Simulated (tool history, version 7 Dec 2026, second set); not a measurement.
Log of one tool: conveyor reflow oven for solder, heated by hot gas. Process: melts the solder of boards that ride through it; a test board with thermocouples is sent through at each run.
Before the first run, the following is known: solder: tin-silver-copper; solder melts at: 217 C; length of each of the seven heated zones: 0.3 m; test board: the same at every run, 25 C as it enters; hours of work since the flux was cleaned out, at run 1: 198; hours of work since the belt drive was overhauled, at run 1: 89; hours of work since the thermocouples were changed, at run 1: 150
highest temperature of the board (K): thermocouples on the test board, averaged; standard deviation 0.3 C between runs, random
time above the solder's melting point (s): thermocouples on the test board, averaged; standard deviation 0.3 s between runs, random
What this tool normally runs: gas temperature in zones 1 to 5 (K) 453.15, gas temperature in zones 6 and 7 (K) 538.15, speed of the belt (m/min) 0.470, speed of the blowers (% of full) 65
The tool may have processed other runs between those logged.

run	hour	gas temperature in zones 1 to 5 (K)	gas temperature in zones 6 and 7 (K)	speed of the belt (m/min)	speed of the blowers (% of full)	hours of work since the flux was cleaned out	hours of work since the belt drive was overhauled	hours of work since the thermocouples were changed	highest temperature of the board (K)	time above the solder's melting point (s)
1	0.0	453.15	538.15	0.470	65	198	89	150	522.95	58.0
# hour 15.6: flux residue cleaned out of gas plates and filters
2	18.9	453.15	530.15	0.470	65	2	99	160	516.65	52.0
3	39.2	453.15	538.15	0.470	83	17	114	175	527.75	62.3
4	50.7	460.15	538.15	0.470	65	26	123	183	524.95	62.6
5	68.3	453.15	538.15	0.470	65	39	136	196	523.55	58.4
6	81.7	453.15	538.15	0.470	65	49	146	206	523.25	58.1
7	101.7	444.15	538.15	0.470	65	64	161	221	522.05	53.5
8	119.5	444.15	538.15	0.470	65	77	174	234	521.45	53.3
9	141.5	453.15	538.15	0.517	65	93	190	250	520.45	49.7
10	161.2	449.15	547.15	0.527	84	108	205	265	531.75	56.2
11	173.5	449.15	547.15	0.527	84	117	214	274	532.15	55.5
12	183.4	449.15	547.15	0.527	84	124	221	281	532.15	55.7

Estimate the outcome of run 13 from the log above:
13	199.2	449.15	537.15	0.515	62	136	233	293	?	?

highest temperature of the board (K): 518.15
time above the solder's melting point (s): 46.2
Minus the tool's unlogged condition, the same run would have read highest temperature of the board (K) 517.75, time above the solder's melting point (s) 45.8.
